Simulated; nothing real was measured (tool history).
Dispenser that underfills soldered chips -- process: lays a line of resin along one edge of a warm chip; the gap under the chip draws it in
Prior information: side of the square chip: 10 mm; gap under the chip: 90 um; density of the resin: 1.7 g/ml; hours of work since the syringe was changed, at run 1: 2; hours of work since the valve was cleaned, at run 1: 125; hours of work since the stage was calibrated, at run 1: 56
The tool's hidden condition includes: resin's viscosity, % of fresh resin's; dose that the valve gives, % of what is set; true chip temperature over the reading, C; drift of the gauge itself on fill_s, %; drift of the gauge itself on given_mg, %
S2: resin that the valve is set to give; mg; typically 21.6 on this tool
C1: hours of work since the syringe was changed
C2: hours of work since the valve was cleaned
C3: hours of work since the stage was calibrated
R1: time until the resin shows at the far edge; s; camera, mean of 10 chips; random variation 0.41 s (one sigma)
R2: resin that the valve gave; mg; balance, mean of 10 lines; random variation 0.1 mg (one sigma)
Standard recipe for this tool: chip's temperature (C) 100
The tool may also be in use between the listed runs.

run 1 day=0 | chip's_temperature_(C)=100 S2=21.6 | C1=2 C2=125 C3=56 | R1=32.7 R2=18.98
-- day=0.275 new syringe of resin
run 2 day=0.312 | chip's_temperature_(C)=100 S2=25.8 | C1=1 C2=131 C3=61 | R1=27.7 R2=22.51
-- day=0.692 new syringe of resin
run 3 day=0.733 | chip's_temperature_(C)=100 S2=25.8 | C1=1 C2=138 C3=68 | R1=28.7 R2=22.64
-- day=1.012 dispensing valve cleaned and set on the balance
run 4 day=1.012 | chip's_temperature_(C)=100 S2=25.8 | C1=5 C2=0 C3=72 | R1=38.5 R2=25.96
-- day=1.133 new syringe of resin
run 5 day=1.458 | chip's_temperature_(C)=100 S2=25.8 | C1=6 C2=7 C3=80 | R1=41.4 R2=26.03
-- day=1.55 new syringe of resin
run 6 day=1.912 | chip's_temperature_(C)=100 S2=21.6 | C1=6 C2=15 C3=87 | R1=45.5 R2=21.47
-- day=1.958 new syringe of resin
run 7 day=2.179 | chip's_temperature_(C)=100 S2=21.6 | C1=4 C2=19 C3=92 | R1=36.6 R2=21.19
-- day=2.35 new syringe of resin
run 8 day=2.679 | chip's_temperature_(C)=93 S2=21.6 | C1=6 C2=28 C3=100 | R1=50.2 R2=21.12
-- day=2.738 new syringe of resin
run 9 day=3.092 | chip's_temperature_(C)=93 S2=21.6 | C1=6 C2=35 C3=107 | R1=53 R2=21.27
-- day=3.129 new syringe of resin
run 10 day=3.354 | chip's_temperature_(C)=93 S2=21.6 | C1=4 C2=39 C3=111 | R1=43.3 R2=20.8
-- day=3.517 new syringe of resin
run 11 day=3.617 | chip's_temperature_(C)=93 S2=21.6 | C1=2 C2=43 C3=116 | R1=37.6 R2=21.05
-- day=3.9 new syringe of resin
run 12 day=3.912 | chip's_temperature_(C)=99 S2=20 | C1=0 C2=48 C3=120 | R1=28.8 R2=19.19
run 13 day=4.188 | chip's_temperature_(C)=105 S2=23.7 | C1=5 C2=53 C3=125 | R1=35.7 R2=22.6
-- day=4.283 new syringe of resin
-- day=4.679 new syringe of resin
run 14 day=4.704 | chip's_temperature_(C)=105 S2=23.7 | C1=0 C2=61 C3=133 | R1=24.6 R2=22.61
run 15 day=5.008 | chip's_temperature_(C)=105 S2=26 | C1=6 C2=66 C3=139 | R1=37.4 R2=24.57
-- day=5.071 new syringe of resin
run 16 day=5.275 | chip's_temperature_(C)=105 S2=21.2 | C1=4 C2=71 C3=143 | R1=32.7 R2=19.99
-- day=5.475 new syringe of resin
run 17 day=5.738 | chip's_temperature_(C)=86 S2=19.1 | C1=4 C2=78 C3=151 | R1=60.7 R2=17.93
-- day=5.867 new syringe of resin
run 18 day=5.967 | chip's_temperature_(C)=86 S2=19.1 | C1=2 C2=82 C3=154 | R1=47.2 R2=17.85
-- day=6.254 new syringe of resin
run 19 day=6.471 | chip's_temperature_(C)=100 S2=27.6 | C1=4 C2=91 C3=163 | R1=35 R2=25.35

Below are 5 alternative next runs, each starting from the tool's condition after run 19. Predict each:
-- day=6.675 new syringe of resin
run A day=6.925 | chip's_temperature_(C)=105 S2=20.6 | C1=4 C2=98 C3=170 | R1=? R2=?
-- day=6.675 new syringe of resin
run B day=6.925 | chip's_temperature_(C)=99 S2=20.1 | C1=4 C2=98 C3=170 | R1=? R2=?
-- day=6.675 new syringe of resin
run C day=6.925 | chip's_temperature_(C)=97 S2=21.6 | C1=4 C2=98 C3=170 | R1=? R2=?
-- day=6.675 new syringe of resin
run D day=6.925 | chip's_temperature_(C)=90 S2=22 | C1=4 C2=98 C3=170 | R1=? R2=?
-- day=6.675 new syringe of resin
run E day=6.925 | chip's_temperature_(C)=94 S2=21.6 | C1=4 C2=98 C3=170 | R1=? R2=?

run=A R1=35.6 R2=19.11
run=B R1=40.7 R2=18.45
run=C R1=42.1 R2=19.89
run=D R1=50.9 R2=20.21
run=E R1=45.6 R2=19.69
Had the tool no hidden state, the same runs would have come out as:
run=A R1=25 R2=20.87
run=B R1=28.4 R2=20.16
run=C R1=29.6 R2=21.72
run=D R1=36.1 R2=22.08
run=E R1=32.1 R2=21.52
